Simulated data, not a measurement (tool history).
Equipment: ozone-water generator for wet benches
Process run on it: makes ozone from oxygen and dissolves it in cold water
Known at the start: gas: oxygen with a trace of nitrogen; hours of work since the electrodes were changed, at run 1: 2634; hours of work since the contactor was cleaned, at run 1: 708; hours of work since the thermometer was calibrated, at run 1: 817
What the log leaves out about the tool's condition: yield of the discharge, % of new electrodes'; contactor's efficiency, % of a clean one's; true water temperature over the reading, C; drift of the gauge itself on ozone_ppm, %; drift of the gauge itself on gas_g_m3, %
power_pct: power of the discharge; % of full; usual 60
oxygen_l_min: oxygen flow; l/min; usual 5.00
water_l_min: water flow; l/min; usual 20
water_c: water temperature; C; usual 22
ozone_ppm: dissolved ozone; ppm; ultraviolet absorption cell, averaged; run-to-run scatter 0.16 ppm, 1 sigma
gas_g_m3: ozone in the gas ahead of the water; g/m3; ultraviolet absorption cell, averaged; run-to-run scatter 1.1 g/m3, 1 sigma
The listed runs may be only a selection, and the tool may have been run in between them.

| run | hour | power_pct | oxygen_l_min | water_l_min | water_c | hours of work since the electrodes were changed | hours of work since the contactor was cleaned | hours of work since the thermometer was calibrated | ozone_ppm | gas_g_m3 |
|---|---|---|---|---|---|---|---|---|---|---|
| 1 | 0.0 | 60 | 5.00 | 20 | 22 | 2634 | 708 | 817 | 19.5 | 177.4 |
| 2 | 85.5 | 60 | 5.00 | 20 | 22 | 2712 | 787 | 896 | 19.5 | 178.0 |
| 3 | 153.1 | 60 | 5.00 | 20 | 22 | 2774 | 849 | 958 | 19.2 | 177.1 |
| 4 | 225.0 | 60 | 5.00 | 20 | 22 | 2840 | 915 | 1024 | 19.2 | 174.7 |
| 5 | 292.8 | 60 | 5.00 | 20 | 18 | 2903 | 977 | 1086 | 20.5 | 175.9 |
| 6 | 338.8 | 60 | 5.00 | 20 | 18 | 2945 | 1019 | 1128 | 20.4 | 175.7 |
| 7 | 420.3 | 60 | 5.00 | 20 | 18 | 3020 | 1094 | 1203 | 20.4 | 175.2 |
| 8 | 498.6 | 60 | 5.00 | 20 | 18 | 3092 | 1166 | 1275 | 20.2 | 173.4 |
| 9 | 584.9 | 60 | 3.11 | 20 | 22 | 3171 | 1246 | 1355 | 16.6 | 203.5 |
| 10 | 646.6 | 60 | 7.57 | 20 | 22 | 3228 | 1302 | 1411 | 20.1 | 154.1 |
| 11 | 715.7 | 60 | 5.00 | 20 | 22 | 3291 | 1366 | 1475 | 18.9 | 175.5 |
| 12 | 793.1 | 60 | 5.00 | 20 | 22 | 3362 | 1437 | 1546 | 18.7 | 174.3 |
|  | 801.3 | contactor cleaned |
| 13 | 851.9 | 59 | 3.54 | 18 | 18 | 3413 | 46 | 1596 | 19.0 | 192.3 |
| 14 | 927.8 | 53 | 2.82 | 20 | 26 | 3482 | 116 | 1666 | 13.5 | 189.5 |
| 15 | 1008.8 | 53 | 2.82 | 20 | 26 | 3557 | 191 | 1740 | 13.7 | 190.7 |
| 16 | 1075.2 | 53 | 2.82 | 20 | 26 | 3618 | 252 | 1801 | 13.9 | 187.9 |
| 17 | 1134.0 | 53 | 3.28 | 20 | 26 | 3672 | 306 | 1855 | 14.4 | 179.1 |
|  | 1207.8 | contactor cleaned, once more |
| 18 | 1215.8 | 53 | 3.28 | 20 | 26 | 3743 | 7 | 1927 | 14.7 | 180.6 |
| 19 | 1285.6 | 53 | 3.28 | 20 | 26 | 3808 | 71 | 1991 | 14.8 | 178.5 |
| 20 | 1343.5 | 85 | 5.24 | 14 | 30 | 3861 | 125 | 2044 | 25.8 | 215.8 |
| 21 | 1432.9 | 47 | 5.24 | 14 | 30 | 3943 | 207 | 2126 | 17.2 | 141.9 |
| 22 | 1492.6 | 47 | 5.24 | 14 | 30 | 3998 | 262 | 2181 | 16.8 | 139.5 |
| 23 | 1553.3 | 60 | 5.00 | 29 | 21 | 4053 | 317 | 2237 | 14.3 | 167.9 |

Branching from run 23: 4 alternative next runs. What would each branch give?
| A | 1592.6 | 60 | 3.99 | 20 | 21 | 4090 | 354 | 2273 | ? | ? |
| B | 1592.6 | 66 | 5.00 | 20 | 22 | 4090 | 354 | 2273 | ? | ? |
| C | 1592.6 | 60 | 3.32 | 20 | 22 | 4090 | 354 | 2273 | ? | ? |
| D | 1592.6 | 45 | 3.02 | 17 | 21 | 4090 | 354 | 2273 | ? | ? |

| run | ozone_ppm | gas_g_m3 |
|---|---|---|
| A | 17.8 | 182.8 |
| B | 20.2 | 181.3 |
| C | 16.8 | 193.4 |
| D | 15.2 | 160.9 |
With the hidden condition removed and each run's random variation left untouched, the same runs would have given:
| run | ozone_ppm | gas_g_m3 |
|---|---|---|
| A | 20.0 | 204.2 |
| B | 23.0 | 204.5 |
| C | 18.9 | 216.1 |
| D | 16.7 | 174.9 |
